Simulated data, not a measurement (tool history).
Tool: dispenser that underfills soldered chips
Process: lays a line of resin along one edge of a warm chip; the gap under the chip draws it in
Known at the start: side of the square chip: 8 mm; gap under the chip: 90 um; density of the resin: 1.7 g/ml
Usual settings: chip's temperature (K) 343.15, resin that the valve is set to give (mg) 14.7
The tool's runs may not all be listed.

run   hour  chip's temperature (K)  resin that the valve is set to give (mg)  time until the resin shows at the far edge (s)  resin that the valve gave (mg)
  1    0.0                  343.15                                      14.7                                            47.9                           14.04
      13.2  -- new syringe of resin
  2   14.5                  343.15                                      14.7                                            47.6                           14.03
      28.4  -- new syringe of resin
  3   29.7                  343.15                                      14.7                                            47.1                           13.98
      31.8  -- dispensing valve cleaned and set on the balance
  4   37.9                  343.15                                      14.7                                            63.9                           14.78
      44.1  -- new syringe of resin
  5   51.0                  343.15                                      14.7                                            61.0                           14.69
      59.4  -- new syringe of resin
  6   60.6                  343.15                                      14.7                                            46.9                           14.51
  7   68.1                  343.15                                      13.5                                            68.5                           13.25
      74.3  -- new syringe of resin
  8   78.0                  343.15                                      13.9                                            51.5                           13.55
  9   87.5                  343.15                                      13.9                                            80.1                           13.63
      89.3  -- new syringe of resin
 10   96.2                  343.15                                      13.9                                            60.9                           13.51
 11  103.1                  343.15                                      13.9                                            82.8                           13.62
     104.4  -- new syringe of resin
 12  113.0                  343.15                                      13.9                                            66.2                           13.38
     119.5  -- new syringe of resin
 13  128.1                  343.15                                      13.9                                            65.9                           13.23
     134.8  -- new syringe of resin
 14  134.8                  333.15                                      14.7                                            64.7                           14.15
 15  146.6                  343.15                                      14.7                                            73.7                           13.97
     149.7  -- new syringe of resin
     153.0  -- dispensing valve cleaned and set on the balance
 16  154.3                  343.15                                      14.7                                            51.7                           14.63
     166.3  -- new syringe of resin
 17  169.6                  352.15                                      14.7                                            36.6                           14.57
     180.9  -- new syringe of resin
 18  183.1                  352.15                                      13.7                                            36.3                           13.44
 19  191.8                  344.15                                      14.7                                            70.5                           14.54
     195.5  -- new syringe of resin
 20  199.4                  338.15                                      17.5                                            61.0                           17.10
 21  206.5                  347.15                                      13.8                                            62.7                           13.39
     211.4  -- new syringe of resin
 22  217.0                  347.15                                      13.8                                            50.5                           13.44
     226.1  -- new syringe of resin
 23  228.9                  341.15                                      18.8                                            52.3                           18.16
     241.0  -- new syringe of resin
 24  243.5                  341.15                                      18.8                                            53.3                           18.06
 25  254.9                  343.15                                      18.3                                            82.0                           17.53
     256.0  -- new syringe of resin
 26  266.0                  356.15                                      15.6                                            44.3                           14.90
     271.2  -- new syringe of resin
     273.6  -- dispensing valve cleaned and set on the balance
 27  274.7                  345.15                                      18.5                                            45.9                           18.54
     287.0  -- new syringe of resin
 28  287.0                  343.15                                      17.6                                            44.6                           17.50
 29  297.6                  331.15                                      12.9                                           119.4                           12.91
     302.1  -- new syringe of resin
     307.8  -- stage's temperature calibrated
 30  309.9                  353.15                                      16.8                                            41.1                           16.58
     318.5  -- new syringe of resin
 31  321.7                  353.15                                      16.8                                            34.0                           16.41
 32  330.1                  351.15                                      17.1                                            54.1                           16.67
     334.0  -- new syringe of resin
 33  343.7                  346.15                                      18.6                                            57.8                           18.03
     348.9  -- new syringe of resin
 34  353.0                  346.15                                      18.6                                            44.7                           17.99

Some steps in time until the resin shows at the far edge (s) between neighbouring runs. How much of each would the tool show without its hidden state too (settings, what came in, random variation), and how much is left for the hidden state, with any gauge scatter that isn't in both results?
The hidden state here: resin's viscosity, % of fresh resin's; dose that the valve gives, % of what is set; true chip temperature over the reading, C; drift of the gauge itself on fill_s, %; drift of the gauge itself on given_mg, %.
Run 24 -> 25: chip's temperature (K) 341.15 -> 343.15, resin that the valve is set to give (mg) 18.8 -> 18.3. time until the resin shows at the far edge (s) +28.7: hidden state +32.9, all else -4.2.
Run 25 -> 26: chip's temperature (K) 343.15 -> 356.15, resin that the valve is set to give (mg) 18.3 -> 15.6, new syringe of resin. time until the resin shows at the far edge (s) -37.7: hidden state -23.2, all else -14.5.
Run 28 -> 29: chip's temperature (K) 343.15 -> 331.15, resin that the valve is set to give (mg) 17.6 -> 12.9. time until the resin shows at the far edge (s) +74.8: hidden state +47.3, all else +27.5.
Run 29 -> 30: chip's temperature (K) 331.15 -> 353.15, resin that the valve is set to give (mg) 12.9 -> 16.8, new syringe of resin, stage's temperature calibrated. time until the resin shows at the far edge (s) -78.3: hidden state -38.7, all else -39.6.

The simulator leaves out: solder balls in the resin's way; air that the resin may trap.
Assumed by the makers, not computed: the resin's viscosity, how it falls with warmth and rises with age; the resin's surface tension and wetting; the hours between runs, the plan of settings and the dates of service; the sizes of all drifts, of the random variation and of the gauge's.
